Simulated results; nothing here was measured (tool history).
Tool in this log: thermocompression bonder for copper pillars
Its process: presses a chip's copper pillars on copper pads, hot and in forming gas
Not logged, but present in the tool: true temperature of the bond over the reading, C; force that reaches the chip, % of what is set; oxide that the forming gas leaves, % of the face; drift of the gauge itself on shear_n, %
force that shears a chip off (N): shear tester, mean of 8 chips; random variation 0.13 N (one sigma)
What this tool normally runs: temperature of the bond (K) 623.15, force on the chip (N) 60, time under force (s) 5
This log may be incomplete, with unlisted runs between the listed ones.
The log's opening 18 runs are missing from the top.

| run | hour | temperature of the bond (K) | force on the chip (N) | time under force (s) | hours of work since the heater was calibrated | hours of work since the force cell was calibrated | hours of work since the gas filter was changed | force that shears a chip off (N) |
|---|---|---|---|---|---|---|---|---|
| 19 | 875.6 | 623.15 | 60 | 5 | 1140 | 779 | 53 | 42.1 |
| 20 | 926.0 | 623.15 | 60 | 5 | 1165 | 804 | 78 | 41.7 |
| 21 | 959.0 | 646.15 | 53 | 5 | 1181 | 820 | 95 | 48.0 |
| 22 | 1022.9 | 619.15 | 60 | 6 | 1213 | 852 | 126 | 43.3 |
| 23 | 1070.0 | 633.15 | 86 | 5 | 1237 | 876 | 150 | 58.9 |
| 24 | 1124.6 | 650.15 | 86 | 4 | 1264 | 903 | 177 | 62.9 |
| 25 | 1168.0 | 650.15 | 86 | 4 | 1285 | 924 | 198 | 63.0 |
| 26 | 1230.3 | 641.15 | 86 | 5 | 1316 | 955 | 229 | 63.3 |
| 27 | 1261.4 | 623.15 | 44 | 4 | 1331 | 970 | 245 | 30.9 |
| 28 | 1295.3 | 629.15 | 42 | 5 | 1348 | 987 | 261 | 35.0 |
| 29 | 1346.7 | 648.15 | 42 | 3 | 1374 | 1013 | 287 | 34.7 |
|  | 1394.4 | forming gas filter changed |
| 30 | 1395.4 | 602.15 | 69 | 3 | 1398 | 1037 | 1 | 30.6 |
| 31 | 1434.0 | 602.15 | 69 | 3 | 1417 | 1056 | 20 | 30.5 |
|  | 1445.5 | force cell calibrated |
| 32 | 1488.1 | 610.15 | 52 | 13 | 1443 | 21 | 46 | 48.9 |
| 33 | 1541.8 | 599.15 | 84 | 13 | 1470 | 48 | 72 | 60.0 |
| 34 | 1591.4 | 614.15 | 84 | 13 | 1494 | 72 | 97 | 68.4 |
| 35 | 1627.0 | 623.15 | 79 | 5 | 1512 | 90 | 115 | 52.0 |
| 36 | 1670.8 | 627.15 | 43 | 3 | 1534 | 112 | 136 | 28.8 |
| 37 | 1723.7 | 635.15 | 53 | 5 | 1560 | 138 | 163 | 44.8 |
| 38 | 1767.2 | 635.15 | 53 | 5 | 1581 | 160 | 184 | 45.3 |
| 39 | 1813.3 | 620.15 | 71 | 8 | 1604 | 182 | 207 | 56.4 |
| 40 | 1879.2 | 622.15 | 60 | 5 | 1637 | 215 | 240 | 43.4 |

Consider 3 possible next runs. They are alternatives, not a sequence: every one starts from the tool as it was left by run 40. What does each give?
| A | 1908.0 | 622.15 | 53 | 5 | 1651 | 229 | 254 | ? |
| B | 1908.0 | 648.15 | 59 | 5 | 1651 | 229 | 254 | ? |
| C | 1908.0 | 623.15 | 52 | 5 | 1651 | 229 | 254 | ? |

| run | force that shears a chip off (N) |
|---|---|
| A | 39.7 |
| B | 54.9 |
| C | 39.5 |
Take away the tool's hidden state, keep each run's random variation, and the runs would have read:
| run | force that shears a chip off (N) |
|---|---|
| A | 37.4 |
| B | 51.7 |
| C | 37.2 |
